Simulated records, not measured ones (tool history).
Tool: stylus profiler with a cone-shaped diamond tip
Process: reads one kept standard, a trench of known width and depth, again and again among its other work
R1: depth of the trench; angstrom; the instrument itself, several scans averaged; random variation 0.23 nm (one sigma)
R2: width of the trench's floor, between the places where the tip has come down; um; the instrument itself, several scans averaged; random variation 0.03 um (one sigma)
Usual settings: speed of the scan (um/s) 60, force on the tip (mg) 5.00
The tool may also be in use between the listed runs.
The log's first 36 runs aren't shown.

Run 37, hour 1739.7: usual settings but speed of the scan (um/s) 24, force on the tip (mg) 3.72. Result: R1 10173.6 angstrom, R2 13.74 um.
Run 38, hour 1791.9: usual settings but speed of the scan (um/s) 24, force on the tip (mg) 3.72. Result: R1 10175.6 angstrom, R2 13.69 um.
Run 39, hour 1835.8: usual settings but speed of the scan (um/s) 21. Result: R1 10196.8 angstrom, R2 13.65 um.
Run 40, hour 1893.9: usual settings but speed of the scan (um/s) 65, force on the tip (mg) 5.86. Result: R1 10221.7 angstrom, R2 13.49 um.
Run 41, hour 1954.5: usual settings but speed of the scan (um/s) 19, force on the tip (mg) 2.06. Result: R1 10132.7 angstrom, R2 13.52 um.
Run 42, hour 2016.7: usual settings but speed of the scan (um/s) 47, force on the tip (mg) 4.88. Result: R1 10201.4 angstrom, R2 13.42 um.
Run 43, hour 2066.9: usual settings but speed of the scan (um/s) 47, force on the tip (mg) 4.88. Result: R1 10201.8 angstrom, R2 13.31 um.
Run 44, hour 2125.4: usual settings but force on the tip (mg) 3.16. Result: R1 10167.7 angstrom, R2 13.18 um.
Run 45, hour 2175.7: usual settings but speed of the scan (um/s) 128, force on the tip (mg) 7.64. Result: R1 10261.4 angstrom, R2 13.01 um.
Run 46, hour 2232.5: usual settings but speed of the scan (um/s) 88, force on the tip (mg) 1.97. Result: R1 10134.7 angstrom, R2 12.77 um.

Forecast each of these 3 alternatives for the next run:
Run A, hour 2282.8: usual settings but speed of the scan (um/s) 230, force on the tip (mg) 3.27. Result: R1 ?, R2 ?.
Run B, hour 2282.8: usual settings but speed of the scan (um/s) 40, force on the tip (mg) 1.97. Result: R1 ?, R2 ?.
Run C, hour 2282.8: usual settings but speed of the scan (um/s) 70, force on the tip (mg) 3.65. Result: R1 ?, R2 ?.

run       R1     R2
  A  10172.5  12.11
  B  10141.1  12.99
  C  10181.8  12.98
Without the tool's hidden state the same runs would have given:
run       R1     R2
  A  10118.1  14.75
  B  10086.9  15.63
  C  10127.4  15.61
